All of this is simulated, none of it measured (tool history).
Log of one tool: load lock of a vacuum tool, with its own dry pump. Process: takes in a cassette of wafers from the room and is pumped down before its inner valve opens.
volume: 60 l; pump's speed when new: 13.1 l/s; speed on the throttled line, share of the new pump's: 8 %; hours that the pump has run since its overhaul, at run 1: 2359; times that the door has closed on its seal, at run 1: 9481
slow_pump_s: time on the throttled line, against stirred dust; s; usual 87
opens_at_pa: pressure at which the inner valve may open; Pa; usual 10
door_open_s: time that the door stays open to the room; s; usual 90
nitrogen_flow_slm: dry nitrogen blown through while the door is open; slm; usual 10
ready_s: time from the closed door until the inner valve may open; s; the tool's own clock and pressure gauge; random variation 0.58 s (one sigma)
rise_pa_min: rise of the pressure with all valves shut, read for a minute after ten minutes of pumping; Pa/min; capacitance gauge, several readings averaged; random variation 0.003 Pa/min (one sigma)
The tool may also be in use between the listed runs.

run,day,slow_pump_s,opens_at_pa,door_open_s,nitrogen_flow_slm,hours that the pump has run since its overhaul,times that the door has closed on its seal,"incoming humidity of the room's air, %",ready_s,rise_pa_min
1,0.000,87,10,90,10,2359,9481,44.8,122.3,0.050
2,2.646,87,10,90,10,2422,9795,44.8,123.7,0.051
3,5.146,87,10,73,10,2482,10091,46.8,122.5,0.041
4,9.021,87,10,73,10,2575,10551,47.4,123.2,0.047
5,12.671,87,10,73,10,2663,10984,41.5,121.9,0.038
6,16.196,87,10,73,10,2747,11402,40.6,121.9,0.039
7,18.467,87,10,73,10,2802,11671,44.2,122.6,0.043
8,22.308,87,10,73,10,2894,12126,47.2,122.6,0.044
9,24.192,87,10,73,10,2939,12349,44.2,122.6,0.047
10,27.188,87,10,90,10,3011,12705,45.4,123.1,0.051
11,29.196,87,10,90,10,3059,12943,43.8,123.3,0.048
12,30.958,87,12,90,10,3102,13152,45.4,122.2,0.047
13,32.925,87,12,90,10,3149,13385,45.0,122.8,0.047
14,34.762,87,12,90,10,3193,13603,45.3,121.4,0.048
15,38.075,117,10,90,10,3272,13996,47.1,150.6,0.049
16,40.900,117,10,90,10,3340,14330,45.8,150.3,0.053
17,43.233,117,10,90,10,3396,14607,42.7,149.6,0.054
18,46.050,117,10,90,10,3464,14941,44.0,148.9,0.049
19,47.917,87,10,90,10,3509,15162,47.0,123.3,0.058
20,49.967,53,20,90,10,3558,15405,44.8,88.3,0.048
21,51.808,165,17,165,34,3602,15624,48.0,193.2,0.034
22,54.308,165,17,165,34,3662,15920,45.0,192.1,0.033
23,56.004,80,11,108,18,3703,16121,43.2,116.1,0.043
24,58.038,80,8,108,6,3752,16362,45.9,117.5,0.072
25,61.058,80,8,108,6,3824,16720,44.3,117.4,0.070
26,63.100,87,10,103,6,3873,16962,45.6,122.4,0.066
27,66.746,87,10,103,6,3961,17395,44.6,121.7,0.064
28,69.975,55,11,176,10,4038,17778,44.6,92.8,0.075
29,72.738,151,9,90,10,4104,18105,46.1,180.6,0.051
30,74.746,155,19,35,5,4153,18343,44.5,182.9,0.036
31,78.175,155,19,35,5,4235,18750,50.6,181.1,0.038
32,80.642,87,18,52,10,4294,19042,43.4,119.8,0.041
33,82.792,87,18,52,10,4346,19297,49.1,119.7,0.036
34,85.675,87,18,52,10,4415,19639,47.4,119.5,0.040
35,87.312,87,8,121,10,4454,19833,45.1,123.6,0.055
36,89.825,49,8,58,10,4514,20131,46.8,88.7,0.040
37,91.946,49,8,58,10,4565,20382,42.2,88.9,0.032
38,94.917,163,8,239,5,4637,20735,45.7,194.0,0.126

Forecast each of these 3 alternatives for the next run:
A,96.992,163,8,239,22,4686,20981,47.2,?,?
B,96.992,87,14,90,10,4686,20981,44.9,?,?
C,96.992,57,16,90,5,4686,20981,48.7,?,?

run,ready_s,rise_pa_min
A,193.2,0.058
B,121.4,0.047
C,92.7,0.074
Without the tool's hidden state the same runs would have given:
run,ready_s,rise_pa_min
A,193.2,0.058
B,121.4,0.047
C,92.7,0.073
